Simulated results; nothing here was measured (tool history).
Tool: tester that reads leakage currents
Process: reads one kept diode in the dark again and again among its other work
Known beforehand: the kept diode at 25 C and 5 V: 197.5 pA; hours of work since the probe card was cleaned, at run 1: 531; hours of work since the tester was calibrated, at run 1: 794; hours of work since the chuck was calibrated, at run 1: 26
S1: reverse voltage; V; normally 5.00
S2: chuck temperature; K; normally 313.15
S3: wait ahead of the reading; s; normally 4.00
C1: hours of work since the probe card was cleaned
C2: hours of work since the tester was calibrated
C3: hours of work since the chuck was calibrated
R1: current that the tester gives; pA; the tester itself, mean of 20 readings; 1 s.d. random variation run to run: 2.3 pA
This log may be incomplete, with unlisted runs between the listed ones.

run    hour    S1      S2    S3   C1    C2   C3       R1
  1     0.0  5.00  313.15  4.00  531   794   26   767.90
  2    60.4  5.00  313.15  4.00  558   821   52   766.41
  3   162.0  5.00  313.15  4.00  602   866   97   760.78
  4   242.6  5.00  313.15  4.00  637   901  132   756.22
  5   347.3  5.00  313.15  4.00  683   947  178   752.68
  6   480.8  5.00  313.15  4.00  742  1005  237   745.39
  7   597.4  5.00  313.15  4.00  793  1057  288   742.97
  8   705.7  5.14  313.15  4.00  841  1104  335   744.34
  9   797.0  5.14  313.15  4.00  881  1144  375   737.72
 10   917.6  5.14  313.15  4.00  934  1197  428   733.03
      928.4  -- probe card cleaned and baked
 11  1053.0  6.79  325.15  2.40   55  1255  486  2169.93
 12  1140.1  4.10  296.15  0.67   93  1293  524   145.57
 13  1248.6  4.10  296.15  0.67  140  1341  572   143.96
     1286.4  -- chuck's temperature calibrated
     1336.9  -- probe card cleaned and baked, once more
 14  1349.0  4.10  296.15  0.67    5  1383   26   153.14
 15  1461.2  7.00  319.15  4.01   55  1432   75  1414.46
 16  1583.1  7.00  319.15  4.01  108  1485  129  1400.83
 17  1704.5  5.00  313.15  0.69  161  1539  182   748.96
 18  1828.3  3.38  320.15  0.45  216  1593  236  1196.02

Alternative continuations, all from the tool just after run 18; predict every row:
  A  1936.2  7.52  320.15  0.45  263  1640  284   ?
  B  1936.2  4.24  302.15  1.64  263  1640  284   ?
  C  1936.2  3.38  328.15  0.45  263  1640  284   ?
  D  1936.2  3.38  307.15  0.45  263  1640  284   ?

run       R1
  A  1525.81
  B   261.90
  C  2265.83
  D   388.12
Had the tool no hidden state, the same runs would have come out as:
run       R1
  A  1584.30
  B   273.18
  C  2348.50
  D   404.42

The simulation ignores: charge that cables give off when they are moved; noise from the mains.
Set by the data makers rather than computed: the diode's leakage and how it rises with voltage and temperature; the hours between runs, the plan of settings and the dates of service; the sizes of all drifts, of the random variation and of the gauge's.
